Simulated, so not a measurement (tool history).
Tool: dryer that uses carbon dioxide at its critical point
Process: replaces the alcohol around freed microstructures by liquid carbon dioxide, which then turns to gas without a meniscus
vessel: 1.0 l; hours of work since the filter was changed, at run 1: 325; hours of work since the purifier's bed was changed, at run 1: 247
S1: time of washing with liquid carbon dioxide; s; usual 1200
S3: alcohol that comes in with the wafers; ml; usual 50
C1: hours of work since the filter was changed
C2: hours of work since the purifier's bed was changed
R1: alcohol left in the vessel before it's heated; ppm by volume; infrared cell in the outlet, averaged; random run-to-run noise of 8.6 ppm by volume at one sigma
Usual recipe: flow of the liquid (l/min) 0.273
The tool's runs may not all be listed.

Run 1, hour 0.0: usual settings; C1 325; C2 247. Result: R1 678 ppm by volume.
Run 2, hour 24.7: usual settings; C1 342; C2 265. Result: R1 707 ppm by volume.
Run 3, hour 53.1: usual settings; C1 363; C2 285. Result: R1 716 ppm by volume.
Run 4, hour 82.7: usual settings; C1 384; C2 306. Result: R1 736 ppm by volume.
Run 5, hour 96.7: usual settings but flow of the liquid (l/min) 0.395; C1 394; C2 316. Result: R1 145 ppm by volume.
Run 6, hour 120.4: usual settings but S3 21 ml; C1 410; C2 333. Result: R1 346 ppm by volume.
Run 7, hour 137.5: usual settings but S3 21 ml; C1 423; C2 345. Result: R1 365 ppm by volume.
Run 8, hour 152.2: usual settings but S3 21 ml; C1 433; C2 355. Result: R1 366 ppm by volume.
Run 9, hour 172.2: usual settings but S3 21 ml; C1 447; C2 370. Result: R1 359 ppm by volume.
At hour 181.6: inlet filter changed.
Run 10, hour 191.3: usual settings but S1 900 s, flow of the liquid (l/min) 0.312, S3 94 ml; C1 7; C2 383. Result: R1 1679 ppm by volume.
Run 11, hour 218.5: usual settings but S1 1260 s, flow of the liquid (l/min) 0.191, S3 53 ml; C1 26; C2 402. Result: R1 1980 ppm by volume.
Run 12, hour 245.1: usual settings but S1 1260 s, flow of the liquid (l/min) 0.191, S3 52 ml; C1 45; C2 421. Result: R1 1982 ppm by volume.
Run 13, hour 271.9: usual settings but S1 1140 s, flow of the liquid (l/min) 0.178, S3 36 ml; C1 64; C2 440. Result: R1 2430 ppm by volume.
Run 14, hour 295.1: usual settings but S1 1140 s, flow of the liquid (l/min) 0.199, S3 26 ml; C1 81; C2 456. Result: R1 1220 ppm by volume.

What if the next run were any one of these 3? Each begins from the tool's condition after run 14:
Run A, hour 307.3: usual settings but S3 22 ml; C1 89; C2 465. Result: R1 ?.
Run B, hour 307.3: usual settings but S1 1080 s; C1 89; C2 465. Result: R1 ?.
Run C, hour 307.3: usual settings but S1 1140 s, flow of the liquid (l/min) 0.199, S3 39 ml; C1 89; C2 465. Result: R1 ?.

run    R1
  A   299
  B   872
  C  1842
Without the tool's unlogged condition, the same runs would have read:
run    R1
  A   206
  B   734
  C  1660

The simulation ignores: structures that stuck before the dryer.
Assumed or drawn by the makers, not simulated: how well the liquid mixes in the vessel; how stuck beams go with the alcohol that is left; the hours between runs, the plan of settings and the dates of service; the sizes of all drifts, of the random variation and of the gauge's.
